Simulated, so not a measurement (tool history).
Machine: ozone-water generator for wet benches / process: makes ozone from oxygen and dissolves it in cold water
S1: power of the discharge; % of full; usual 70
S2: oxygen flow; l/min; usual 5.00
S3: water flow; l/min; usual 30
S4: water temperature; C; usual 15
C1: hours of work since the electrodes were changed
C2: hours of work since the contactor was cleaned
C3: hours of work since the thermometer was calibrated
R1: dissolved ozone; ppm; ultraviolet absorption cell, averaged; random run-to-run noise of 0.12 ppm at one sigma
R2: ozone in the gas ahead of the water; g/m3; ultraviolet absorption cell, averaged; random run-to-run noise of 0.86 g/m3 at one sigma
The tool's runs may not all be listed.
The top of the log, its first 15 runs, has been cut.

run	hour	S1	S2	S3	S4	C1	C2	C3	R1	R2
16	1244.5	70	6.73	28	15	2518	2784	1895	11.9	114.0
17	1347.3	92	5.00	30	9	2602	2868	1978	13.6	162.1
18	1412.8	92	5.63	21	17	2655	2921	2032	17.8	150.2
19	1521.9	70	5.00	22	15	2744	3010	2120	14.8	136.0
20	1630.3	55	3.10	30	13	2832	3098	2209	8.8	157.2
21	1730.8	76	5.00	32	15	2914	3180	2290	10.6	143.1
22	1816.1	76	5.00	32	20	2983	3249	2360	10.1	143.8
23	1902.3	76	5.00	32	20	3053	3319	2430	10.0	142.8
24	1973.2	70	5.00	29	12	3111	3377	2488	11.6	136.6
25	2089.5	90	5.26	26	12	3206	3472	2582	15.1	153.2
26	2209.7	90	5.26	26	12	3304	3570	2680	14.9	151.4
27	2260.0	90	5.26	26	12	3344	3611	2721	15.1	153.7
28	2355.0	70	8.05	30	15	3422	3688	2798	10.9	100.7
29	2423.3	70	5.00	24	9	3477	3743	2854	14.1	134.4
30	2534.3	70	8.38	30	15	3568	3834	2944	10.9	98.8
31	2603.8	50	8.38	25	20	3624	3890	3001	9.4	81.4
32	2663.5	84	3.59	28	19	3673	3939	3049	11.9	184.2

Branching from run 32: 5 alternative next runs. What would each branch give?
A	2714.2	83	5.00	21	14	3714	3980	3091	?	?
B	2714.2	74	5.00	40	17	3714	3980	3091	?	?
C	2714.2	84	3.59	28	7	3714	3980	3091	?	?
D	2714.2	84	3.59	28	12	3714	3980	3091	?	?
E	2714.2	84	3.59	41	8	3714	3980	3091	?	?

run	R1	R2
A	16.9	149.9
B	7.9	138.7
C	13.0	183.8
D	12.3	184.2
E	7.9	183.1
With no hidden state in the tool, these same runs would have given:
run	R1	R2
A	18.2	156.6
B	8.5	144.5
C	14.1	192.1
D	13.3	192.6
E	8.6	191.4
